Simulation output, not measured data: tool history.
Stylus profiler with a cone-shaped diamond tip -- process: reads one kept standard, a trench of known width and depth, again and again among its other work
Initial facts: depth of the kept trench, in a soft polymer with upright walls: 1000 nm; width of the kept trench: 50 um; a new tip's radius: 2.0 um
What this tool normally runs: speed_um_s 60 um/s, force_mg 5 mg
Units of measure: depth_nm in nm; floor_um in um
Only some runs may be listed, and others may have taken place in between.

{"run": 1, "hour": 0.0, "speed_um_s": 60, "force_mg": 5, "depth_nm": 1013.7, "floor_um": 46.38}
{"run": 2, "hour": 21.4, "speed_um_s": 60, "force_mg": 5, "depth_nm": 1013.46, "floor_um": 46.36}
{"run": 3, "hour": 49.9, "speed_um_s": 60, "force_mg": 5, "depth_nm": 1013.61, "floor_um": 46.25}
{"run": 4, "hour": 74.5, "speed_um_s": 60, "force_mg": 5, "depth_nm": 1013.85, "floor_um": 46.35}
{"run": 5, "hour": 87.2, "speed_um_s": 60, "force_mg": 5, "depth_nm": 1013.61, "floor_um": 46.4}
{"run": 6, "hour": 114.0, "speed_um_s": 16, "force_mg": 5, "depth_nm": 1013.75, "floor_um": 46.46}
{"run": 7, "hour": 129.5, "speed_um_s": 60, "force_mg": 7.74, "depth_nm": 1018.53, "floor_um": 46.39}
{"run": 8, "hour": 150.2, "speed_um_s": 60, "force_mg": 3.33, "depth_nm": 1010.55, "floor_um": 46.27}
{"run": 9, "hour": 167.1, "speed_um_s": 60, "force_mg": 3.33, "depth_nm": 1010.65, "floor_um": 46.29}
{"run": 10, "hour": 186.1, "speed_um_s": 60, "force_mg": 5, "depth_nm": 1013.37, "floor_um": 46.31}
{"run": 11, "hour": 204.4, "speed_um_s": 60, "force_mg": 5, "depth_nm": 1013.69, "floor_um": 46.34}
{"run": 12, "hour": 221.7, "speed_um_s": 60, "force_mg": 5, "depth_nm": 1013.67, "floor_um": 46.33}
{"run": 13, "hour": 237.6, "speed_um_s": 60, "force_mg": 5, "depth_nm": 1013.69, "floor_um": 46.31}
{"run": 14, "hour": 263.3, "speed_um_s": 200, "force_mg": 5, "depth_nm": 1013.55, "floor_um": 45.86}
{"run": 15, "hour": 277.2, "speed_um_s": 28, "force_mg": 9.87, "depth_nm": 1021.63, "floor_um": 46.48}
{"run": 16, "hour": 307.6, "speed_um_s": 78, "force_mg": 3.53, "depth_nm": 1010.95, "floor_um": 46.19}
{"run": 17, "hour": 327.1, "speed_um_s": 17, "force_mg": 1.94, "depth_nm": 1007.16, "floor_um": 46.41}
{"run": 18, "hour": 350.9, "speed_um_s": 17, "force_mg": 1.94, "depth_nm": 1007.43, "floor_um": 46.47}
{"run": 19, "hour": 380.6, "speed_um_s": 17, "force_mg": 1.94, "depth_nm": 1007.23, "floor_um": 46.45}
{"run": 20, "hour": 396.6, "speed_um_s": 27, "force_mg": 1.94, "depth_nm": 1007.15, "floor_um": 46.34}
{"run": 21, "hour": 411.6, "speed_um_s": 27, "force_mg": 1.94, "depth_nm": 1007.18, "floor_um": 46.39}
{"run": 22, "hour": 434.4, "speed_um_s": 103, "force_mg": 3.15, "depth_nm": 1009.96, "floor_um": 46.03}
{"run": 23, "hour": 451.6, "speed_um_s": 103, "force_mg": 3.15, "depth_nm": 1010.07, "floor_um": 46.12}
{"run": 24, "hour": 478.7, "speed_um_s": 103, "force_mg": 3.15, "depth_nm": 1009.81, "floor_um": 46.13}
{"run": 25, "hour": 499.4, "speed_um_s": 18, "force_mg": 1.78, "depth_nm": 1007.07, "floor_um": 46.38}
{"run": 26, "hour": 512.3, "speed_um_s": 18, "force_mg": 1.78, "depth_nm": 1006.98, "floor_um": 46.4}

Here are 5 independent what-if runs from the current tool condition. What would each one return?
{"run": "A", "hour": 530.0, "speed_um_s": 32, "force_mg": 5.14, "depth_nm": "?", "floor_um": "?"}
{"run": "B", "hour": 530.0, "speed_um_s": 32, "force_mg": 6.53, "depth_nm": "?", "floor_um": "?"}
{"run": "C", "hour": 530.0, "speed_um_s": 28, "force_mg": 10.91, "depth_nm": "?", "floor_um": "?"}
{"run": "D", "hour": 530.0, "speed_um_s": 18, "force_mg": 4.71, "depth_nm": "?", "floor_um": "?"}
{"run": "E", "hour": 530.0, "speed_um_s": 60, "force_mg": 8.97, "depth_nm": "?", "floor_um": "?"}

run=A depth_nm=1013.61 floor_um=46.43
run=B depth_nm=1015.98 floor_um=46.47
run=C depth_nm=1023.15 floor_um=46.49
run=D depth_nm=1013.19 floor_um=46.51
run=E depth_nm=1020.1 floor_um=46.38
With no hidden state in the tool, these same runs would have given:
run=A depth_nm=1013.65 floor_um=46.44
run=B depth_nm=1016.02 floor_um=46.47
run=C depth_nm=1023.19 floor_um=46.5
run=D depth_nm=1013.23 floor_um=46.52
run=E depth_nm=1020.14 floor_um=46.39
